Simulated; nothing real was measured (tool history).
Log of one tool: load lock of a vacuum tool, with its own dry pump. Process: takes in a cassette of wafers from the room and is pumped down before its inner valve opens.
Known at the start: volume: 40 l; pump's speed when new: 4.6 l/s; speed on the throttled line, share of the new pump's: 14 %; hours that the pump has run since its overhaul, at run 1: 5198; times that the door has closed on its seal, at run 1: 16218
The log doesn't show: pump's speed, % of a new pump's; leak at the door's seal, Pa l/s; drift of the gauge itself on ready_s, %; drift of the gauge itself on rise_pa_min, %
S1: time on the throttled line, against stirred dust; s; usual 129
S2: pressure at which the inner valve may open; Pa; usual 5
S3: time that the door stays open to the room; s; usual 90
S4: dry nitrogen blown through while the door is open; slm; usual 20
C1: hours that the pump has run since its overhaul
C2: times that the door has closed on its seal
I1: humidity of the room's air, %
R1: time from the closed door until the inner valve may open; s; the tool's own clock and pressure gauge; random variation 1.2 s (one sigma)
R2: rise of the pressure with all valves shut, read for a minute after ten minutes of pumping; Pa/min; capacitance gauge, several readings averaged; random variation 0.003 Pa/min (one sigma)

run    hour   S1  S2  S3  S4    C1     C2    I1     R1     R2
  1     0.0  129   5  90  20  5198  16218  42.6  202.9  0.155
  2    70.5  129   5  90  20  5269  16333  44.1  204.3  0.153
  3   205.7  129   5  90  20  5404  16553  48.4  203.9  0.156
  4   354.3  129   5  90  20  5553  16796  43.1  206.7  0.159
  5   436.9  129   5  90  20  5635  16931  45.8  205.1  0.165
  6   589.2  129   5  90  20  5787  17179  46.9  205.2  0.168
  7   750.4  129   5  91  20  5949  17443  43.5  205.0  0.159
  8   831.7  129   5  91  20  6030  17575  46.4  205.5  0.172
  9   998.7  129   5  90  11  6197  17848  45.6  204.6  0.178
 10  1153.5   91   5  47  11  6352  18101  42.8  174.3  0.164
 11  1232.7   86   5  90  24  6431  18230  44.4  170.1  0.169
 12  1362.5  133   5  34  20  6561  18442  45.8  207.5  0.163
 13  1482.8  235   8  34   5  6681  18638  45.9  289.1  0.173
 14  1586.1  175   6  90  20  6784  18807  41.9  241.9  0.184
 15  1723.0  114   7  90  36  6921  19031  46.1  187.7  0.175
 16  1839.7  114   7  90  36  7038  19221  48.8  188.1  0.178
 17  1979.0  244   7  90  20  7177  19448  43.8  299.8  0.195
 18  2066.8   71   6  90  39  7265  19592  41.4  153.8  0.179

4 ways to go on from here, each from the tool as it stands after run 18. What would each give?
  A  2156.4  135   6   90  39  7355  19738  47.7   ?   ?
  B  2156.4  240   6   76   9  7355  19738  48.7   ?   ?
  C  2156.4   71   6   90  42  7355  19738  46.4   ?   ?
  D  2156.4  195   9  210  39  7355  19738  44.9   ?   ?

run     R1     R2
  A  209.6  0.184
  B  298.2  0.206
  C  154.2  0.185
  D  255.2  0.192
Without the tool's hidden state the same runs would have given:
run     R1     R2
  A  202.7  0.028
  B  292.8  0.051
  C  146.5  0.028
  D  249.5  0.038
